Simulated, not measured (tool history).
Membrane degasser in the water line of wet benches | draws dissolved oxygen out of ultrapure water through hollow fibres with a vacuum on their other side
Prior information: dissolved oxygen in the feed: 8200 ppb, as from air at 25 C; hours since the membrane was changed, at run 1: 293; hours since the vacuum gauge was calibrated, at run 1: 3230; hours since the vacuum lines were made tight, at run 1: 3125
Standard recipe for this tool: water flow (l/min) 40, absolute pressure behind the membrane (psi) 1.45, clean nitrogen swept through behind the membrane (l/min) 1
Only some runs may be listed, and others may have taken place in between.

run   hour  water flow (l/min)  absolute pressure behind the membrane (psi)  clean nitrogen swept through behind the membrane (l/min)  hours since the membrane was changed  hours since the vacuum gauge was calibrated  hours since the vacuum lines were made tight  dissolved oxygen in the water behind the degasser (ppb)  pressure that the water loses in the fibres (psi)
  1      0                  40                                         1.45                                                         1                                   293                                         3230                                          3125                                                    525.8                                               4.85
  2   54.9                  40                                         1.45                                                         1                                   348                                         3284                                          3180                                                    526.2                                               4.82
  3   96.8                  40                                         1.45                                                         1                                   390                                         3326                                          3222                                                    527.4                                              4.817
  4  151.6                  40                                         1.45                                                         1                                   445                                         3381                                          3277                                                    526.1                                              4.821
  5  201.5                  40                                         1.45                                                         1                                   494                                         3431                                          3327                                                    527.5                                              4.836
  6    252                  40                                         1.45                                                      1.37                                   545                                         3482                                          3377                                                    412.3                                              4.807
  7  283.6                  40                                         1.45                                                      0.51                                   577                                         3513                                          3409                                                      844                                              4.804
     288.1  -- vacuum gauge calibrated
  8  309.4                  40                                         1.45                                                      0.51                                   602                                           21                                          3434                                                    846.2                                              4.854
  9  359.6                  40                                         1.45                                                      0.51                                   652                                           72                                          3484                                                    846.3                                              4.869
     416.5  -- vacuum gauge calibrated, once more
 10  417.7                  40                                         1.45                                                      0.51                                   710                                            1                                          3542                                                    830.5                                              4.838
 11  472.8                  40                                         1.45                                                         1                                   765                                           56                                          3597                                                    518.5                                              4.824
 12  507.9                  40                                         1.45                                                         1                                   800                                           91                                          3632                                                      519                                              4.898
 13  532.5                  40                                         1.45                                                         1                                   824                                          116                                          3657                                                    520.7                                              4.876
 14    576                  40                                            1                                                      0.62                                   868                                          160                                          3700                                                    410.4                                              4.866
 15  623.8                  40                                         0.88                                                      2.66                                   916                                          207                                          3748                                                    101.5                                              4.894
 16  673.9                  40                                         1.26                                                         1                                   966                                          257                                          3798                                                    425.1                                               4.82
 17  710.1                  24                                         1.26                                                      1.49                                  1002                                          294                                          3834                                                    199.4                                              2.886
 18  753.9                  40                                         1.15                                                      2.71                                  1046                                          337                                          3878                                                    159.4                                              4.827
 19    809                  40                                         1.15                                                      2.71                                  1101                                          393                                          3933                                                    159.4                                               4.91
 20  845.7                  40                                         1.15                                                      2.71                                  1138                                          429                                          3970                                                    159.4                                               4.87
 21  880.7                  26                                         0.97                                                      2.69                                  1173                                          464                                          4005                                                     80.5                                              3.159

Predict each of these 4 candidate next runs independently; none follows another, all start after run 21:
  A  922.3                  40                                         1.31                                                         1                                  1214                                          506                                          4046                                                        ?                                                  ?
  B  922.3                  40                                         1.23                                                         1                                  1214                                          506                                          4046                                                        ?                                                  ?
  C  922.3                  33                                         1.52                                                      0.63                                  1214                                          506                                          4046                                                        ?                                                  ?
  D  922.3                  64                                            3                                                      1.99                                  1214                                          506                                          4046                                                        ?                                                  ?

run  dissolved oxygen in the water behind the degasser (ppb)  pressure that the water loses in the fibres (psi)
  A                                                    446.8                                              4.838
  B                                                    409.9                                              4.859
  C                                                    675.7                                              4.047
  D                                                     1057                                              7.752
Take away the tool's hidden state, keep each run's random variation, and the runs would have read:
run  dissolved oxygen in the water behind the degasser (ppb)  pressure that the water loses in the fibres (psi)
  A                                                    446.1                                              4.798
  B                                                    409.3                                              4.817
  C                                                    676.1                                              4.012
  D                                                   1054.8                                              7.684
